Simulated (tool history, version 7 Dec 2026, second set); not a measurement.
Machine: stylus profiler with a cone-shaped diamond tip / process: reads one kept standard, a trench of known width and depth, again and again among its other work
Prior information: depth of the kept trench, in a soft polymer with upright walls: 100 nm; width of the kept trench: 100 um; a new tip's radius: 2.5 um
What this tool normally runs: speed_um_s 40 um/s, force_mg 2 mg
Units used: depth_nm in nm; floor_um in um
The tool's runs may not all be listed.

run    hour  speed_um_s  force_mg  depth_nm  floor_um
  1       0          40         2     100.7     98.31
  2    38.6          40         2     100.7     98.33
  3    77.4          40      3.14    100.96      98.4
  4   111.6          40      3.14    100.98     98.35
  5   137.9          17         2    100.65     98.45
  6   164.7         105         2    100.75     97.95
  7   202.6         105         2    100.68     97.93
  8   229.5         105         2    100.64     97.91
  9   264.3          40         2    100.68     98.27
 10   311.6          40         2    100.64     98.26
 11   354.8          40         2    100.65     98.27
 12   396.6          40         2    100.65     98.27
 13   447.2          31         2    100.62     98.26
 14   491.3          40         2    100.62     98.28
 15   532.7          40         2     100.6     98.16
 16     580         129         2    100.59     97.71
 17   605.1          40         2    100.61     98.19
 18   655.3          40         2    100.54      98.2
 19   701.7          40         2    100.54     98.14
 20   726.5          40      1.44    100.43     98.12
 21   762.3          16         2    100.41     98.24
 22   791.3          16         2    100.46     98.29
 23   837.3          16         2    100.39     98.23
 24   863.7          17         2    100.46     98.23
 25   897.1          15      1.11    100.14      98.2
 26   926.7          15      1.11    100.14     98.23
 27   982.1          15      1.11    100.51     98.18
 28  1012.8          15      1.11    100.45     98.14
 29  1050.9          15      3.83    101.21     98.26
 30  1082.4          40      1.48    100.58     98.07
 31    1114          18       0.9    100.43     98.13
 32  1164.3          18       0.9    100.46     98.11
 33  1216.8          45      0.96    100.39     97.94
 34  1271.9         121      3.17    100.99     97.72
 35    1297         121      3.17       101     97.74
 36  1340.9          45      0.74    100.32     97.77
 37  1387.6          40       1.3    100.53     97.92
 38    1419          40      3.21    100.96        98
 39    1472         119      4.61     101.3      97.8
 40  1512.8         119      4.61    101.25      97.8
 41  1539.6          33      3.16    100.92     98.01
 42  1579.2          16      1.85    100.57     98.06
 43  1617.3          26      2.19    100.71     97.95
 44  1652.5          73      0.96    100.33     97.57
 45  1707.5          73      0.96    100.36     97.56

Not shown: 2 entries that the log had between the listed runs. Between which runs, and how does the tool's hidden state differ before and after?
Between runs 20 and 21: height scale calibrated on a step standard (hour 730.2)
  radius of the tip, um: 3.4 -> 3.44; height scale over the true one, %: -0.207 -> -0.332
  measured value less the no-hidden-state value, depth_nm: -0.21 -> -0.33 nm; floor_um: -0.23 -> -0.25 um
Between runs 26 and 27: height scale calibrated on a step standard, once more (hour 966.1)
  radius of the tip, um: 3.61 -> 3.68; height scale over the true one, %: -0.364 -> -0.008
  measured value less the no-hidden-state value, depth_nm: -0.37 -> -0.01 nm; floor_um: -0.29 -> -0.3 um
